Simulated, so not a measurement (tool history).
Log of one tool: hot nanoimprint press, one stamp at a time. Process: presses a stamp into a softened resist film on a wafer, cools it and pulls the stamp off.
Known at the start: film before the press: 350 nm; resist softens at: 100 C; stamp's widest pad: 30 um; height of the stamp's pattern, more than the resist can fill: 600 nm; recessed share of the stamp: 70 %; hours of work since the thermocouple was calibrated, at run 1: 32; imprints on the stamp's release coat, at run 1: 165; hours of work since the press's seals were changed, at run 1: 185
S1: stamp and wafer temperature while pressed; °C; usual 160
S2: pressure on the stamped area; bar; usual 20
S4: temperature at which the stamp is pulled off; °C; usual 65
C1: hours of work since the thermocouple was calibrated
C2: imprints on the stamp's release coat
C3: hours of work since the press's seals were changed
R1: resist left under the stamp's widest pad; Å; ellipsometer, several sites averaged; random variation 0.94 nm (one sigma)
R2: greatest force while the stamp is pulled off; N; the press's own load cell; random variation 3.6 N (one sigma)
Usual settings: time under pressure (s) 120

run 1 day=0 | S1=160 S2=20 time_under_pressure_(s)=120 S4=65 | C1=32 C2=165 C3=185 | R1=1321 R2=175
run 2 day=0.292 | S1=160 S2=20 time_under_pressure_(s)=120 S4=65 | C1=37 C2=197 C3=190 | R1=1331 R2=177
run 3 day=0.538 | S1=160 S2=20 time_under_pressure_(s)=120 S4=65 | C1=41 C2=224 C3=194 | R1=1315 R2=174
run 4 day=0.833 | S1=160 S2=20 time_under_pressure_(s)=120 S4=65 | C1=46 C2=257 C3=199 | R1=1328 R2=169
run 5 day=1.175 | S1=160 S2=20 time_under_pressure_(s)=120 S4=65 | C1=52 C2=294 C3=205 | R1=1332 R2=169
run 6 day=1.433 | S1=160 S2=20 time_under_pressure_(s)=120 S4=65 | C1=56 C2=323 C3=209 | R1=1313 R2=176
run 7 day=1.796 | S1=160 S2=20 time_under_pressure_(s)=120 S4=65 | C1=62 C2=362 C3=216 | R1=1324 R2=174
run 8 day=1.971 | S1=160 S2=20 time_under_pressure_(s)=120 S4=65 | C1=65 C2=381 C3=219 | R1=1318 R2=179
run 9 day=2.2 | S1=160 S2=18.6 time_under_pressure_(s)=120 S4=65 | C1=69 C2=407 C3=223 | R1=1364 R2=164
run 10 day=2.388 | S1=160 S2=18.6 time_under_pressure_(s)=120 S4=65 | C1=73 C2=427 C3=226 | R1=1363 R2=173
run 11 day=2.65 | S1=160 S2=18.6 time_under_pressure_(s)=120 S4=65 | C1=77 C2=456 C3=230 | R1=1359 R2=174
run 12 day=2.971 | S1=160 S2=20 time_under_pressure_(s)=198 S4=65 | C1=83 C2=491 C3=236 | R1=1060 R2=175
run 13 day=3.279 | S1=160 S2=20 time_under_pressure_(s)=198 S4=65 | C1=88 C2=525 C3=241 | R1=1065 R2=173
run 14 day=3.454 | S1=160 S2=20 time_under_pressure_(s)=198 S4=65 | C1=91 C2=544 C3=244 | R1=1068 R2=177
run 15 day=3.667 | S1=160 S2=20 time_under_pressure_(s)=198 S4=65 | C1=94 C2=568 C3=248 | R1=1061 R2=172
run 16 day=3.858 | S1=165 S2=20 time_under_pressure_(s)=201 S4=65 | C1=98 C2=589 C3=251 | R1=733 R2=174
run 17 day=4.204 | S1=160 S2=20 time_under_pressure_(s)=230 S4=65 | C1=104 C2=627 C3=257 | R1=997 R2=171
run 18 day=4.454 | S1=160 S2=19.7 time_under_pressure_(s)=230 S4=68 | C1=108 C2=654 C3=261 | R1=1001 R2=158
run 19 day=4.821 | S1=160 S2=19.7 time_under_pressure_(s)=230 S4=68 | C1=114 C2=694 C3=268 | R1=995 R2=157
run 20 day=4.996 | S1=160 S2=19.7 time_under_pressure_(s)=230 S4=68 | C1=117 C2=713 C3=271 | R1=1005 R2=160
run 21 day=5.358 | S1=160 S2=17.6 time_under_pressure_(s)=230 S4=68 | C1=123 C2=753 C3=277 | R1=1064 R2=154
run 22 day=5.596 | S1=160 S2=17.6 time_under_pressure_(s)=230 S4=68 | C1=128 C2=779 C3=281 | R1=1057 R2=160
run 23 day=5.854 | S1=160 S2=17.6 time_under_pressure_(s)=230 S4=68 | C1=132 C2=808 C3=285 | R1=1064 R2=160
run 24 day=6.033 | S1=160 S2=17.6 time_under_pressure_(s)=230 S4=68 | C1=135 C2=827 C3=288 | R1=1058 R2=161
run 25 day=6.425 | S1=160 S2=17.6 time_under_pressure_(s)=230 S4=68 | C1=142 C2=871 C3=295 | R1=1047 R2=161
run 26 day=6.738 | S1=164 S2=13.7 time_under_pressure_(s)=110 S4=65 | C1=147 C2=905 C3=301 | R1=1244 R2=177
run 27 day=6.912 | S1=164 S2=13.7 time_under_pressure_(s)=110 S4=65 | C1=150 C2=924 C3=303 | R1=1233 R2=173
run 28 day=7.246 | S1=164 S2=13.7 time_under_pressure_(s)=110 S4=65 | C1=156 C2=961 C3=309 | R1=1239 R2=175

Run 29 comes next. What will it give?
run 29 day=7.608 | S1=164 S2=13.7 time_under_pressure_(s)=110 S4=65 | C1=162 C2=1001 C3=315 | R1=? R2=?

Run 29 gave R1 1242 Å, R2 177 N.
Without the tool's hidden state the same run would have given R1 1243 Å, R2 176 N.

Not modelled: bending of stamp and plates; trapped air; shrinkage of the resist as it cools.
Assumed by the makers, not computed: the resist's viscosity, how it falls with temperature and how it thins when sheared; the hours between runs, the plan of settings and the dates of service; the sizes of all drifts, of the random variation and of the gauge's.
